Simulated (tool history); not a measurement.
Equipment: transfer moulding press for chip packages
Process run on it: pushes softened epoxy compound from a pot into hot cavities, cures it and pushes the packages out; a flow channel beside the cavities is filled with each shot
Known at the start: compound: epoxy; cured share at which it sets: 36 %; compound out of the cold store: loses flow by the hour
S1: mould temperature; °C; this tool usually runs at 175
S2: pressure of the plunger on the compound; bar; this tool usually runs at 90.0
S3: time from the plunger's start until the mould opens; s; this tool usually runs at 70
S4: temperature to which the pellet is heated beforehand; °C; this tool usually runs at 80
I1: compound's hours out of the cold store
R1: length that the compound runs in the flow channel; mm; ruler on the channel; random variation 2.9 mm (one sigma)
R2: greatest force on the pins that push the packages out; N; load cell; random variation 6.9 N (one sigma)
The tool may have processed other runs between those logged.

run    hour   S1     S2   S3  S4    I1   R1   R2
  1     0.0  175   90.0   70  80  31.3  447  377
       31.2  -- plunger's sealing rings changed
  2    43.2  175   90.0   70  80  26.7  519  468
       61.6  -- cavities cleaned with cleaning compound and waxed
  3   100.2  175   90.0   70  80  38.9  471  507
      136.2  -- cavities cleaned with cleaning compound and waxed
      161.0  -- mould's thermocouples calibrated
  4   175.7  175   90.0   70  80  40.3  454  417
  5   205.0  175   90.0   70  80  27.2  487  448
      214.1  -- cavities cleaned with cleaning compound and waxed
  6   235.5  175   90.0   70  80  35.1  463  364
      242.4  -- cavities cleaned with cleaning compound and waxed, once more
  7   281.8  175   90.0   70  80  13.4  521  441
      319.7  -- cavities cleaned with cleaning compound and waxed
  8   320.2  175   90.0   70  80  35.7  440  287
  9   360.9  175   90.0   70  80  25.6  464  427
      393.7  -- cavities cleaned with cleaning compound and waxed
 10   427.7  175   90.0   70  74   8.0  511  442
      436.8  -- plunger's sealing rings changed
 11   466.6  175   90.0   70  74  26.8  517  458
      474.4  -- cavities cleaned with cleaning compound and waxed
 12   515.5  175   90.0   70  74  13.6  550  466
      551.0  -- cavities cleaned with cleaning compound and waxed
 13   587.4  175   90.0   70  80  42.6  449  388
 14   622.1  175   90.0   87  80  20.2  515  339
      628.3  -- cavities cleaned with cleaning compound and waxed
 15   671.6  173   91.0   63  83  19.3  510  651
      704.6  -- cavities cleaned with cleaning compound and waxed
 16   704.6  173   91.0   63  83  32.3  461  426
 17   752.2  168  100.3   70  78  47.8  442  642
      784.1  -- cavities cleaned with cleaning compound and waxed
 18   805.1  168  100.3   70  78  31.1  480  602
      834.0  -- plunger's sealing rings changed
      861.2  -- cavities cleaned with cleaning compound and waxed
 19   861.2  177   84.2  105  74  26.2  495  198
 20   923.5  177   84.2  105  74  35.8  461  304
      939.1  -- cavities cleaned with cleaning compound and waxed
 21   987.8  177   84.2  105  74  30.6  467  286
     1009.5  -- mould's thermocouples calibrated
     1017.0  -- cavities cleaned with cleaning compound and waxed
 22  1034.5  177   80.4  105  73  29.3  451  256
 23  1086.0  177   80.4  105  73  33.2  432  306

Expected results for the next run?
     1091.5  -- cavities cleaned with cleaning compound and waxed
 24  1137.5  178  95.7  52  80  36.9   ?   ?

{"run 24": {"R1": 449, "R2": 699}}
The same run, on a tool lacking any hidden state, would have yielded R1 498 mm, R2 472 N.
